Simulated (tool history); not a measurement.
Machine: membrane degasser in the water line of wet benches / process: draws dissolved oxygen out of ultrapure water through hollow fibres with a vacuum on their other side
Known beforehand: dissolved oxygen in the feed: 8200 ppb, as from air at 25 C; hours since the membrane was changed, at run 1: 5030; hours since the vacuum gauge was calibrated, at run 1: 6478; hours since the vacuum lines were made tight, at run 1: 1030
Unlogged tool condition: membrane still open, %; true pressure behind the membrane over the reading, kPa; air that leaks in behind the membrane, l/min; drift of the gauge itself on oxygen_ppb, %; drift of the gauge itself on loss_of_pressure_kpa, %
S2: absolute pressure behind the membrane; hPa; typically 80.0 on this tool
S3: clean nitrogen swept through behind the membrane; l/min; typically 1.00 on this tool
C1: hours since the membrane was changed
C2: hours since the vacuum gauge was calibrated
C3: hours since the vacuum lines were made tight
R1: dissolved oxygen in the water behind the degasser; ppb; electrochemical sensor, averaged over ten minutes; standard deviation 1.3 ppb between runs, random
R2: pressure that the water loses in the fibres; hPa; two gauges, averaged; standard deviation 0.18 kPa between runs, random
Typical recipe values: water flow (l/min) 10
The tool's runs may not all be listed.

{"run": 1, "hour": 0.0, "water flow (l/min)": 10, "S2": 80.0, "S3": 1.0, "C1": 5030, "C2": 6478, "C3": 1030, "R1": 141.7, "R2": 367.6}
{"run": 2, "hour": 123.9, "water flow (l/min)": 10, "S2": 80.0, "S3": 1.0, "C1": 5154, "C2": 6602, "C3": 1154, "R1": 143.5, "R2": 367.8}
{"run": 3, "hour": 237.4, "water flow (l/min)": 10, "S2": 80.0, "S3": 1.0, "C1": 5267, "C2": 6715, "C3": 1268, "R1": 145.1, "R2": 371.2}
{"run": 4, "hour": 361.0, "water flow (l/min)": 10, "S2": 80.0, "S3": 1.0, "C1": 5391, "C2": 6839, "C3": 1391, "R1": 142.1, "R2": 367.9}
{"run": 5, "hour": 422.3, "water flow (l/min)": 10, "S2": 80.0, "S3": 1.0, "C1": 5452, "C2": 6900, "C3": 1453, "R1": 141.4, "R2": 367.4}
{"run": 6, "hour": 561.5, "water flow (l/min)": 10, "S2": 80.0, "S3": 1.0, "C1": 5592, "C2": 7039, "C3": 1592, "R1": 143.0, "R2": 370.1}
{"run": 7, "hour": 665.1, "water flow (l/min)": 10, "S2": 80.0, "S3": 1.39, "C1": 5695, "C2": 7143, "C3": 1695, "R1": 110.5, "R2": 372.8}
{"run": 8, "hour": 765.9, "water flow (l/min)": 10, "S2": 80.0, "S3": 1.39, "C1": 5796, "C2": 7244, "C3": 1796, "R1": 110.8, "R2": 373.6}
{"run": 9, "hour": 854.4, "water flow (l/min)": 10, "S2": 80.0, "S3": 1.39, "C1": 5884, "C2": 7332, "C3": 1885, "R1": 110.6, "R2": 371.2}
{"run": 10, "hour": 981.9, "water flow (l/min)": 10, "S2": 80.0, "S3": 1.39, "C1": 6012, "C2": 7460, "C3": 2012, "R1": 110.7, "R2": 373.1}
{"run": 11, "hour": 1092.5, "water flow (l/min)": 11, "S2": 192.6, "S3": 2.33, "C1": 6122, "C2": 7570, "C3": 2123, "R1": 216.0, "R2": 412.5}
{"run": 12, "hour": 1223.6, "water flow (l/min)": 13, "S2": 80.0, "S3": 1.79, "C1": 6254, "C2": 7702, "C3": 2254, "R1": 134.1, "R2": 487.1}
{"run": 13, "hour": 1299.1, "water flow (l/min)": 13, "S2": 113.3, "S3": 0.48, "C1": 6329, "C2": 7777, "C3": 2329, "R1": 529.9, "R2": 487.4}
{"run": 14, "hour": 1416.8, "water flow (l/min)": 13, "S2": 113.3, "S3": 0.48, "C1": 6447, "C2": 7895, "C3": 2447, "R1": 526.8, "R2": 488.0}
{"run": 15, "hour": 1520.9, "water flow (l/min)": 12, "S2": 101.8, "S3": 2.48, "C1": 6551, "C2": 7999, "C3": 2551, "R1": 123.7, "R2": 451.0}
{"run": 16, "hour": 1601.7, "water flow (l/min)": 10, "S2": 66.2, "S3": 2.49, "C1": 6632, "C2": 8080, "C3": 2632, "R1": 59.2, "R2": 375.9}
{"hour": 1671.4, "done": "vacuum gauge calibrated"}
{"run": 17, "hour": 1702.5, "water flow (l/min)": 10, "S2": 65.2, "S3": 1.36, "C1": 6732, "C2": 31, "C3": 2732, "R1": 76.9, "R2": 379.2}
{"run": 18, "hour": 1786.1, "water flow (l/min)": 6, "S2": 80.0, "S3": 1.0, "C1": 6816, "C2": 115, "C3": 2816, "R1": 74.8, "R2": 226.6}

Forecast each of these 3 alternatives for the next run:
{"run": "A", "hour": 1883.3, "water flow (l/min)": 6, "S2": 53.1, "S3": 1.0, "C1": 6913, "C2": 212, "C3": 2913, "R1": "?", "R2": "?"}
{"run": "B", "hour": 1883.3, "water flow (l/min)": 13, "S2": 65.0, "S3": 1.2, "C1": 6913, "C2": 212, "C3": 2913, "R1": "?", "R2": "?"}
{"run": "C", "hour": 1883.3, "water flow (l/min)": 6, "S2": 59.8, "S3": 1.0, "C1": 6913, "C2": 212, "C3": 2913, "R1": "?", "R2": "?"}

run=A R1=35.5 R2=225.7
run=B R1=125.5 R2=493.3
run=C R1=44.2 R2=224.0
What these runs would have given with no unlogged condition in the tool:
run=A R1=33.1 R2=203.0
run=B R1=107.0 R2=443.9
run=C R1=41.4 R2=201.3

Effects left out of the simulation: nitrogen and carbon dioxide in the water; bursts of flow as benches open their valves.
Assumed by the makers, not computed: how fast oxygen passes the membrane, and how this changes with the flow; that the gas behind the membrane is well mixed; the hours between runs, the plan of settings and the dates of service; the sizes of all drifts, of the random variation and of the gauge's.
